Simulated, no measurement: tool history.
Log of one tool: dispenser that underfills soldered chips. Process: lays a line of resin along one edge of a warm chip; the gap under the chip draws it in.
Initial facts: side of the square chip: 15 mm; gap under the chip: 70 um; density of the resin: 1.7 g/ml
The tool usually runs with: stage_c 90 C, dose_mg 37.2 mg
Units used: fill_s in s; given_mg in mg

Run 1, day 0: usual settings. Result: fill_s 258.9 s, given_mg 36.07 mg.
At day 0.104: new syringe of resin.
Run 2, day 0.279: usual settings but dose_mg 42.1 mg. Result: fill_s 209.9 s, given_mg 40.67 mg.
Run 3, day 0.546: usual settings but dose_mg 42.1 mg. Result: fill_s 234 s, given_mg 40.67 mg.
Run 4, day 0.804: usual settings but dose_mg 42.1 mg. Result: fill_s 261.3 s, given_mg 40.32 mg.
At day 0.846: new syringe of resin.
Run 5, day 1.192: usual settings. Result: fill_s 229.8 s, given_mg 35.47 mg.
Run 6, day 1.483: usual settings but stage_c 100 C. Result: fill_s 195.3 s, given_mg 35.27 mg.
At day 1.567: new syringe of resin.
Run 7, day 1.917: usual settings but stage_c 93 C. Result: fill_s 214.4 s, given_mg 35.44 mg.
At day 2.304: new syringe of resin.
Run 8, day 2.429: usual settings but stage_c 93 C. Result: fill_s 190.9 s, given_mg 35.24 mg.
Run 9, day 2.875: usual settings but stage_c 93 C. Result: fill_s 232.4 s, given_mg 34.7 mg.
At day 3.075: new syringe of resin.
Run 10, day 3.271: usual settings but stage_c 93 C. Result: fill_s 206.4 s, given_mg 34.62 mg.
At day 3.804: new syringe of resin.
Run 11, day 3.804: usual settings but dose_mg 37 mg. Result: fill_s 205.5 s, given_mg 34.05 mg.
Run 12, day 4.167: usual settings. Result: fill_s 236.7 s, given_mg 34.15 mg.
At day 4.3: dispensing valve cleaned and set on the balance.
At day 4.588: new syringe of resin.
Run 13, day 4.754: usual settings but stage_c 105 C, dose_mg 44 mg. Result: fill_s 135.6 s, given_mg 43.89 mg.
Run 14, day 5.133: usual settings but stage_c 105 C, dose_mg 44 mg. Result: fill_s 160 s, given_mg 43.53 mg.
At day 5.312: new syringe of resin.
Run 15, day 5.392: usual settings but stage_c 98 C, dose_mg 35.3 mg. Result: fill_s 164.6 s, given_mg 34.85 mg.
Run 16, day 5.892: usual settings but stage_c 99 C, dose_mg 37.6 mg. Result: fill_s 194 s, given_mg 36.85 mg.
At day 6.058: new syringe of resin.
Run 17, day 6.212: usual settings but stage_c 99 C, dose_mg 37.6 mg. Result: fill_s 162.3 s, given_mg 36.63 mg.
Run 18, day 6.754: usual settings but stage_c 99 C, dose_mg 37.6 mg. Result: fill_s 212.3 s, given_mg 36.45 mg.
At day 6.812: new syringe of resin.
Run 19, day 7.008: usual settings but stage_c 96 C, dose_mg 38.2 mg. Result: fill_s 175.4 s, given_mg 36.75 mg.
At day 7.546: new syringe of resin.
Run 20, day 7.546: usual settings but stage_c 93 C, dose_mg 46.2 mg. Result: fill_s 169 s, given_mg 44.57 mg.
Run 21, day 8.021: usual settings but stage_c 93 C, dose_mg 46.2 mg. Result: fill_s 211.9 s, given_mg 43.95 mg.
At day 8.308: new syringe of resin.
Run 22, day 8.512: usual settings but stage_c 84 C, dose_mg 42.8 mg. Result: fill_s 249.2 s, given_mg 40.35 mg.
Run 23, day 8.85: usual settings but stage_c 98 C, dose_mg 38.2 mg. Result: fill_s 203 s, given_mg 35.86 mg.
At day 9.046: new syringe of resin.
Run 24, day 9.362: usual settings but stage_c 91 C, dose_mg 41.6 mg. Result: fill_s 208.9 s, given_mg 38.47 mg.

Forecast each of these 3 alternatives for the next run:
At day 9.804: new syringe of resin.
Run A, day 9.804: usual settings but stage_c 96 C, dose_mg 37.8 mg. Result: fill_s ?, given_mg ?.
At day 9.804: new syringe of resin.
Run B, day 9.804: usual settings but stage_c 81 C, dose_mg 38 mg. Result: fill_s ?, given_mg ?.
At day 9.804: new syringe of resin.
Run C, day 9.804: usual settings but stage_c 81 C. Result: fill_s ?, given_mg ?.

run  fill_s  given_mg
  A   164.9     34.86
  B   252.9     35.36
  C   255.3      34.1
Without the tool's unlogged condition, the same runs would have read:
run  fill_s  given_mg
  A   173.5     37.59
  B   267.6     38.12
  C   269.8     36.77
